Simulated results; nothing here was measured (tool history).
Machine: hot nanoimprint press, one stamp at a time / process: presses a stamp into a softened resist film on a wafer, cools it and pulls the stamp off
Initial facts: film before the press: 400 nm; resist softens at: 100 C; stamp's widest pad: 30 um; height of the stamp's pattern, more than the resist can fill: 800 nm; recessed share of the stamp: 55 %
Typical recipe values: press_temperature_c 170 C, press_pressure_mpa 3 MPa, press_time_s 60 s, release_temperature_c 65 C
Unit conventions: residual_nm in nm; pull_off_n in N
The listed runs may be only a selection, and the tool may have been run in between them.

| run | hour | press_temperature_c | press_pressure_mpa | press_time_s | release_temperature_c | residual_nm | pull_off_n |
|---|---|---|---|---|---|---|---|
| 1 | 0 | 170 | 3 | 60 | 65 | 157.5 | 161 |
| 2 | 8.6 | 170 | 3 | 60 | 65 | 159.4 | 161 |
| 3 | 13.4 | 170 | 3 | 60 | 65 | 159.4 | 162 |
| 4 | 22 | 170 | 3 | 60 | 65 | 159.6 | 162 |
| 5 | 27.6 | 174 | 3 | 60 | 65 | 135.6 | 162 |
| 6 | 35.6 | 174 | 3 | 60 | 65 | 134 | 159 |
| 7 | 46.8 | 174 | 3 | 60 | 65 | 134.9 | 163 |
| 8 | 52.7 | 170 | 3 | 73 | 65 | 147.2 | 163 |
| 9 | 63.4 | 170 | 3 | 73 | 65 | 147 | 165 |
| 10 | 73.9 | 170 | 2.74 | 73 | 65 | 154 | 163 |
| 11 | 79.7 | 170 | 2.74 | 73 | 65 | 154.6 | 161 |
| 12 | 90 | 170 | 2.74 | 73 | 65 | 154.7 | 166 |
| 13 | 98.6 | 170 | 2.74 | 73 | 65 | 154.7 | 163 |
| 14 | 104.1 | 169 | 3 | 60 | 65 | 167.1 | 165 |
| 15 | 110.6 | 175 | 3 | 60 | 65 | 129.7 | 166 |
| 16 | 118.7 | 180 | 3 | 60 | 69 | 105.9 | 148 |
| 17 | 129.3 | 180 | 2.33 | 32 | 64 | 157.2 | 172 |
| 18 | 135.3 | 159 | 3 | 60 | 52 | 250.8 | 225 |
| 19 | 144.1 | 179 | 2.07 | 48 | 63 | 145.4 | 174 |
| 20 | 154.3 | 179 | 2.07 | 48 | 63 | 144.8 | 177 |
| 21 | 161.8 | 160 | 1.84 | 66 | 60 | 275.1 | 189 |
| 22 | 171.8 | 180 | 3.3 | 66 | 60 | 97.9 | 189 |
| 23 | 180.4 | 180 | 3.3 | 66 | 60 | 98.5 | 192 |
| 24 | 189.4 | 170 | 3 | 41 | 65 | 187.7 | 167 |
| 25 | 197.5 | 170 | 3 | 60 | 57 | 163.9 | 202 |
| 26 | 203.3 | 170 | 3.89 | 60 | 60 | 144.7 | 190 |
| 27 | 208.7 | 170 | 1.91 | 60 | 60 | 196.6 | 189 |
| 28 | 215.8 | 170 | 1.91 | 60 | 60 | 196.3 | 191 |
| 29 | 224.4 | 170 | 2.47 | 60 | 60 | 178.1 | 190 |
| 30 | 233.8 | 182 | 1.94 | 60 | 70 | 123.1 | 150 |

Hidden state or all else? Some run-to-run changes of residual_nm, split into what the settings, what came in and random variation would give without the hidden state, and what is left for the hidden state (with any gauge scatter that isn't in both results):
Unlogged tool condition in this case: true temperature over the reading, C; pressure that arrives at the usual setting, %; grip of the stamp's worn release coat, % over a new coat's; drift of the gauge itself on residual_nm, %; drift of the gauge itself on pull_off_n, %.
Run 18 -> 19: press_temperature_c 159 -> 179, press_pressure_mpa 3 -> 2.07, press_time_s 60 -> 48, release_temperature_c 52 -> 63. residual_nm -105.4 nm: hidden state -3.6, all else -101.8.
Run 20 -> 21: press_temperature_c 179 -> 160, press_pressure_mpa 2.07 -> 1.84, press_time_s 48 -> 66, release_temperature_c 63 -> 60. residual_nm +130.3 nm: hidden state +3, all else +127.3.
Run 21 -> 22: press_temperature_c 160 -> 180, press_pressure_mpa 1.84 -> 3.3. residual_nm -177.2 nm: hidden state -4.1, all else -173.1.
Run 23 -> 24: press_temperature_c 180 -> 170, press_pressure_mpa 3.3 -> 3, press_time_s 66 -> 41, release_temperature_c 60 -> 65. residual_nm +89.2 nm: hidden state +3.9, all else +85.3.
